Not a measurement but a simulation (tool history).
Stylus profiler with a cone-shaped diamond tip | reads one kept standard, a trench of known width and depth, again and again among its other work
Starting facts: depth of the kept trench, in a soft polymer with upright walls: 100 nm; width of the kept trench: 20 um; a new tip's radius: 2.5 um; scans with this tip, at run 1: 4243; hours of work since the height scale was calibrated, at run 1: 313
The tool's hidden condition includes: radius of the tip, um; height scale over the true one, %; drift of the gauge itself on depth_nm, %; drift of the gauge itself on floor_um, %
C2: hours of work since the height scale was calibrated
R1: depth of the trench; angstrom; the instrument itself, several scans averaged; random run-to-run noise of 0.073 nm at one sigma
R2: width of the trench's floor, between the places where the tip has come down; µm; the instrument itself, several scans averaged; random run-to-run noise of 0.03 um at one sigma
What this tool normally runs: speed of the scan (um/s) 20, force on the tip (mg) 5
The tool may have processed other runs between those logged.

{"run": 1, "hour": 0.0, "speed of the scan (um/s)": 20, "force on the tip (mg)": 5, "scans with this tip": 4243, "C2": 313, "R1": 1012.8, "R2": 18.39}
{"run": 2, "hour": 16.3, "speed of the scan (um/s)": 20, "force on the tip (mg)": 5, "scans with this tip": 4379, "C2": 323, "R1": 1012, "R2": 18.4}
{"run": 3, "hour": 39.6, "speed of the scan (um/s)": 20, "force on the tip (mg)": 5, "scans with this tip": 4572, "C2": 337, "R1": 1013.9, "R2": 18.42}
{"run": 4, "hour": 59.0, "speed of the scan (um/s)": 20, "force on the tip (mg)": 5, "scans with this tip": 4733, "C2": 349, "R1": 1014.7, "R2": 18.42}
{"run": 5, "hour": 70.4, "speed of the scan (um/s)": 20, "force on the tip (mg)": 5, "scans with this tip": 4828, "C2": 356, "R1": 1013.9, "R2": 18.39}
{"run": 6, "hour": 96.7, "speed of the scan (um/s)": 8, "force on the tip (mg)": 5, "scans with this tip": 5046, "C2": 372, "R1": 1014.3, "R2": 18.44}
{"run": 7, "hour": 110.6, "speed of the scan (um/s)": 8, "force on the tip (mg)": 5, "scans with this tip": 5162, "C2": 380, "R1": 1013.4, "R2": 18.42}
{"run": 8, "hour": 122.2, "speed of the scan (um/s)": 8, "force on the tip (mg)": 5, "scans with this tip": 5258, "C2": 388, "R1": 1012.7, "R2": 18.45}
{"run": 9, "hour": 145.1, "speed of the scan (um/s)": 8, "force on the tip (mg)": 5, "scans with this tip": 5449, "C2": 402, "R1": 1013, "R2": 18.39}
{"run": 10, "hour": 162.9, "speed of the scan (um/s)": 7, "force on the tip (mg)": 3.29, "scans with this tip": 5596, "C2": 412, "R1": 1010, "R2": 18.41}
{"run": 11, "hour": 176.1, "speed of the scan (um/s)": 6, "force on the tip (mg)": 2.65, "scans with this tip": 5706, "C2": 421, "R1": 1010.1, "R2": 18.45}
{"run": 12, "hour": 192.0, "speed of the scan (um/s)": 10, "force on the tip (mg)": 5, "scans with this tip": 5838, "C2": 430, "R1": 1013, "R2": 18.4}
{"run": 13, "hour": 204.6, "speed of the scan (um/s)": 10, "force on the tip (mg)": 5, "scans with this tip": 5942, "C2": 438, "R1": 1013.8, "R2": 18.37}
{"run": 14, "hour": 228.5, "speed of the scan (um/s)": 13, "force on the tip (mg)": 11.84, "scans with this tip": 6141, "C2": 453, "R1": 1023.1, "R2": 18.37}
{"run": 15, "hour": 252.7, "speed of the scan (um/s)": 55, "force on the tip (mg)": 14.04, "scans with this tip": 6342, "C2": 467, "R1": 1025.3, "R2": 18.37}
{"run": 16, "hour": 275.7, "speed of the scan (um/s)": 18, "force on the tip (mg)": 13.25, "scans with this tip": 6533, "C2": 481, "R1": 1023.1, "R2": 18.41}

Measured minus without-hidden-state, run by run (identical run-to-run variation in each term; gauge scatter may differ):
run=1 R1=+1.3 R2=-0.11
run=2 R1=+1.4 R2=-0.12
run=3 R1=+1.4 R2=-0.13
run=4 R1=+1.5 R2=-0.13
run=5 R1=+1.4 R2=-0.14
run=6 R1=+1.5 R2=-0.14
run=7 R1=+1.5 R2=-0.15
run=8 R1=+1.5 R2=-0.15
run=9 R1=+1.5 R2=-0.15
run=10 R1=+1.6 R2=-0.16
run=11 R1=+1.6 R2=-0.16
run=12 R1=+1.6 R2=-0.17
run=13 R1=+1.6 R2=-0.16
run=14 R1=+1.7 R2=-0.18
run=15 R1=+1.7 R2=-0.17
run=16 R1=+1.8 R2=-0.18
